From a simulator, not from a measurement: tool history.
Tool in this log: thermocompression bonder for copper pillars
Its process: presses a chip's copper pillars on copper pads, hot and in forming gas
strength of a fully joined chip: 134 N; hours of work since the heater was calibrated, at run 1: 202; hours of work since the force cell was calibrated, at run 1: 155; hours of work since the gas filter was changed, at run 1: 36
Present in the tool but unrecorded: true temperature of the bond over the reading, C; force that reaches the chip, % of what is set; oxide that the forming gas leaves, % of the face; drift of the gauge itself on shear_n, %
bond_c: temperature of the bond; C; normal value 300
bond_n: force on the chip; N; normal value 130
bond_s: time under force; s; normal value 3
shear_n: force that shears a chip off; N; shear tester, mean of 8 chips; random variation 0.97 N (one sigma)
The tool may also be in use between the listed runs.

run,hour,bond_c,bond_n,bond_s,hours of work since the heater was calibrated,hours of work since the force cell was calibrated,hours of work since the gas filter was changed,shear_n
1,0.0,300,130,3,202,155,36,82.5
2,5.4,300,130,3,204,158,38,80.0
3,11.4,300,130,3,207,160,41,82.1
4,21.3,300,130,3,211,164,45,81.4
5,29.2,300,130,3,214,167,48,81.6
6,34.3,305,130,3,216,169,50,83.9
7,39.8,305,130,3,218,172,52,81.8
8,48.1,329,109,2,222,175,56,82.2
9,59.7,329,118,5,226,180,61,104.1
10,68.4,290,88,6,230,183,64,71.7
11,73.7,290,88,3,232,185,66,56.5
12,82.8,290,88,3,236,189,70,55.4
13,92.0,279,79,7,239,193,74,62.3

Here are 4 independent what-if runs from the current tool condition. What would each one return?
A,103.7,295,113,6,244,198,79,?
B,103.7,276,146,2,244,198,79,?
C,103.7,270,79,8,244,198,79,?
D,103.7,293,166,3,244,198,79,?

run,shear_n
A,85.0
B,57.2
C,58.1
D,85.5
With the hidden condition removed and each run's random variation left untouched, the same runs would have given:
run,shear_n
A,89.8
B,60.4
C,61.3
D,90.4
